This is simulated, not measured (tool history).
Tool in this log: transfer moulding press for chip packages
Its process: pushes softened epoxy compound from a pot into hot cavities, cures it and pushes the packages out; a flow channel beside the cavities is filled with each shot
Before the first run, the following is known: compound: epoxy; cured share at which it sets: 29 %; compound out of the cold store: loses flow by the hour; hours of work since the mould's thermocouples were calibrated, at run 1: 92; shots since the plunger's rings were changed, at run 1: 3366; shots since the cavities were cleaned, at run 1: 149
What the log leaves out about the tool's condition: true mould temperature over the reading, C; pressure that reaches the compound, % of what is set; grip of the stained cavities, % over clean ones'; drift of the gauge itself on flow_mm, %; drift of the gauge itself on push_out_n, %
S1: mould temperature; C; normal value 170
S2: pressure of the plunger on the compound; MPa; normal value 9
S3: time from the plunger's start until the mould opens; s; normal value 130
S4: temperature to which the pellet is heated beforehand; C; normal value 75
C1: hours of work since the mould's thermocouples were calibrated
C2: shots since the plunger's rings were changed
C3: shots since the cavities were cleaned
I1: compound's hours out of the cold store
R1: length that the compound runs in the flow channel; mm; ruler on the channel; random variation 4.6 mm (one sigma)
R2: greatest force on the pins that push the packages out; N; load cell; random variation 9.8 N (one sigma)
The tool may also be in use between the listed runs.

run 1 hour=0 | S1=170 S2=9 S3=130 S4=75 | C1=92 C2=3366 C3=149 | I1=10.2 | R1=724 R2=637
run 2 hour=6.3 | S1=170 S2=9 S3=130 S4=75 | C1=95 C2=3401 C3=184 | I1=38.6 | R1=594 R2=645
run 3 hour=10.8 | S1=170 S2=9 S3=130 S4=83 | C1=97 C2=3425 C3=208 | I1=47.5 | R1=558 R2=672
run 4 hour=20.7 | S1=170 S2=9 S3=130 S4=83 | C1=101 C2=3479 C3=262 | I1=14.4 | R1=705 R2=715
run 5 hour=30.6 | S1=170 S2=9 S3=130 S4=83 | C1=105 C2=3534 C3=317 | I1=40.7 | R1=579 R2=747
run 6 hour=38.6 | S1=170 S2=9 S3=130 S4=83 | C1=108 C2=3578 C3=361 | I1=38.6 | R1=589 R2=745
run 7 hour=47.2 | S1=164 S2=9 S3=130 S4=83 | C1=111 C2=3625 C3=408 | I1=28.6 | R1=652 R2=916
run 8 hour=56.7 | S1=164 S2=9 S3=130 S4=83 | C1=115 C2=3677 C3=460 | I1=32.3 | R1=632 R2=958
run 9 hour=61 | S1=169 S2=9 S3=130 S4=75 | C1=117 C2=3701 C3=484 | I1=34.9 | R1=606 R2=799
run 10 hour=68.8 | S1=169 S2=9 S3=130 S4=75 | C1=120 C2=3743 C3=526 | I1=41 | R1=583 R2=817
run 11 hour=76.1 | S1=169 S2=8.65 S3=130 S4=75 | C1=123 C2=3783 C3=566 | I1=12.7 | R1=686 R2=845
run 12 hour=84.2 | S1=169 S2=8.65 S3=141 S4=75 | C1=126 C2=3828 C3=611 | I1=36.3 | R1=587 R2=854
-- hour=94.3 plunger's sealing rings changed
run 13 hour=94.7 | S1=170 S2=10.01 S3=121 S4=70 | C1=130 C2=3 C3=655 | I1=11.7 | R1=788 R2=889
run 14 hour=101.3 | S1=170 S2=10.01 S3=121 S4=70 | C1=132 C2=39 C3=691 | I1=45.8 | R1=628 R2=890
-- hour=109.1 cavities cleaned with cleaning compound and waxed
run 15 hour=110.3 | S1=170 S2=10.01 S3=121 S4=80 | C1=135 C2=80 C3=7 | I1=44.1 | R1=640 R2=450
run 16 hour=116.4 | S1=170 S2=9.9 S3=130 S4=76 | C1=138 C2=113 C3=40 | I1=42.6 | R1=643 R2=482
run 17 hour=124.3 | S1=170 S2=9 S3=124 S4=75 | C1=141 C2=157 C3=84 | I1=31.8 | R1=654 R2=526
run 18 hour=131.4 | S1=170 S2=9 S3=139 S4=75 | C1=144 C2=195 C3=122 | I1=43.3 | R1=610 R2=559
run 19 hour=135.4 | S1=163 S2=9 S3=151 S4=74 | C1=145 C2=218 C3=145 | I1=8 | R1=796 R2=653

Alternative continuations, all from the tool just after run 19; predict every row:
run A hour=142.4 | S1=170 S2=8.75 S3=130 S4=84 | C1=148 C2=256 C3=183 | I1=15.6 | R1=? R2=?
run B hour=142.4 | S1=163 S2=10.5 S3=168 S4=74 | C1=148 C2=256 C3=183 | I1=24.8 | R1=? R2=?
run C hour=142.4 | S1=171 S2=9 S3=122 S4=74 | C1=148 C2=256 C3=183 | I1=39.4 | R1=? R2=?

run=A R1=723 R2=627
run=B R1=760 R2=631
run=C R1=619 R2=619
Had the tool no hidden state, the same runs would have come out as:
run=A R1=729 R2=454
run=B R1=767 R2=456
run=C R1=624 R2=446

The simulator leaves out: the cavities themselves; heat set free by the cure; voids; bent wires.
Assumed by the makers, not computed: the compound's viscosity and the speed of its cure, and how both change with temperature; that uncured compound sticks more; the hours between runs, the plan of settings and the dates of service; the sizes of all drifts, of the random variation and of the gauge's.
